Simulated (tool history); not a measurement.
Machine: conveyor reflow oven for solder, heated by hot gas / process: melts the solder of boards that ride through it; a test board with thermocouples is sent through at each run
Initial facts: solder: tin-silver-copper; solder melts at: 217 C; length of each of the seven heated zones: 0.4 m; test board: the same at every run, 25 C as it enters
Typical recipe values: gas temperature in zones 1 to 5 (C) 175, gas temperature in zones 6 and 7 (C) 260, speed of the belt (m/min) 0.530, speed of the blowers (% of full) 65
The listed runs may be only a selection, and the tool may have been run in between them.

| run | hour | gas temperature in zones 1 to 5 (C) | gas temperature in zones 6 and 7 (C) | speed of the belt (m/min) | speed of the blowers (% of full) | highest temperature of the board (C) | time above the solder's melting point (s) |
|---|---|---|---|---|---|---|---|
| 1 | 0.0 | 175 | 260 | 0.530 | 65 | 244.2 | 59.8 |
| 2 | 12.6 | 175 | 260 | 0.530 | 65 | 244.5 | 60.0 |
| 3 | 24.0 | 175 | 260 | 0.530 | 65 | 244.4 | 59.5 |
| 4 | 50.9 | 175 | 260 | 0.530 | 65 | 244.0 | 60.3 |
| 5 | 76.1 | 175 | 260 | 0.530 | 55 | 241.9 | 56.3 |
| 6 | 89.2 | 175 | 260 | 0.530 | 55 | 242.1 | 56.4 |
| 7 | 114.8 | 175 | 260 | 0.530 | 55 | 242.1 | 56.7 |
| 8 | 139.6 | 175 | 260 | 0.530 | 57 | 242.8 | 57.1 |
| 9 | 157.3 | 175 | 260 | 0.530 | 57 | 242.5 | 57.0 |
| 10 | 169.2 | 175 | 260 | 0.530 | 57 | 242.2 | 57.0 |
| 11 | 195.8 | 175 | 260 | 0.530 | 57 | 242.6 | 56.7 |
| 12 | 214.2 | 175 | 260 | 0.530 | 77 | 246.1 | 62.3 |
| 13 | 238.8 | 175 | 260 | 0.530 | 77 | 245.4 | 62.0 |
| 14 | 262.3 | 175 | 260 | 0.530 | 77 | 245.7 | 61.7 |
| 15 | 287.8 | 175 | 260 | 0.530 | 77 | 245.5 | 61.6 |
| 16 | 298.9 | 175 | 260 | 0.492 | 77 | 247.8 | 69.9 |
| 17 | 314.0 | 175 | 260 | 0.492 | 77 | 247.7 | 70.2 |
| 18 | 339.0 | 177 | 260 | 0.530 | 65 | 244.2 | 60.9 |
| 19 | 352.9 | 175 | 260 | 0.483 | 65 | 246.8 | 69.4 |
| 20 | 366.7 | 187 | 260 | 0.454 | 65 | 250.5 | 86.7 |
| 21 | 391.4 | 175 | 268 | 0.539 | 54 | 247.0 | 60.8 |
| 22 | 402.8 | 175 | 249 | 0.539 | 54 | 232.4 | 39.7 |
| 23 | 432.5 | 175 | 249 | 0.539 | 54 | 234.4 | 45.4 |
| 24 | 453.1 | 175 | 249 | 0.539 | 54 | 234.2 | 45.9 |
| 25 | 466.0 | 175 | 249 | 0.539 | 54 | 234.3 | 45.5 |
| 26 | 484.2 | 175 | 265 | 0.444 | 53 | 254.0 | 84.9 |
| 27 | 508.9 | 177 | 249 | 0.444 | 53 | 240.1 | 69.8 |
| 28 | 536.0 | 185 | 250 | 0.444 | 53 | 242.6 | 77.6 |
| 29 | 550.1 | 185 | 250 | 0.444 | 53 | 241.8 | 77.5 |
| 30 | 570.9 | 185 | 260 | 0.530 | 69 | 248.5 | 70.8 |

The log once held 1 entry between its listed runs, left out of this copy. Where does each go, and what is different about the tool's unlogged condition between the listed run before it and the listed run after it?
From run 22 to run 23: flux residue cleaned out of gas plates and filters (hour 423.5)
  heat that the gas passes to the board, % of a clean oven's: 87.5 -> 99.1; belt's true speed, % of the reading: 98.88 -> 98.85; true gas temperature in zones 6 and 7 over the reading, C: 2.99 -> 3.06
  measured value less the no-hidden-state value, highest temperature of the board (C): +0.1 -> +2.7; time above the solder's melting point (s): -0.9 -> +5.0
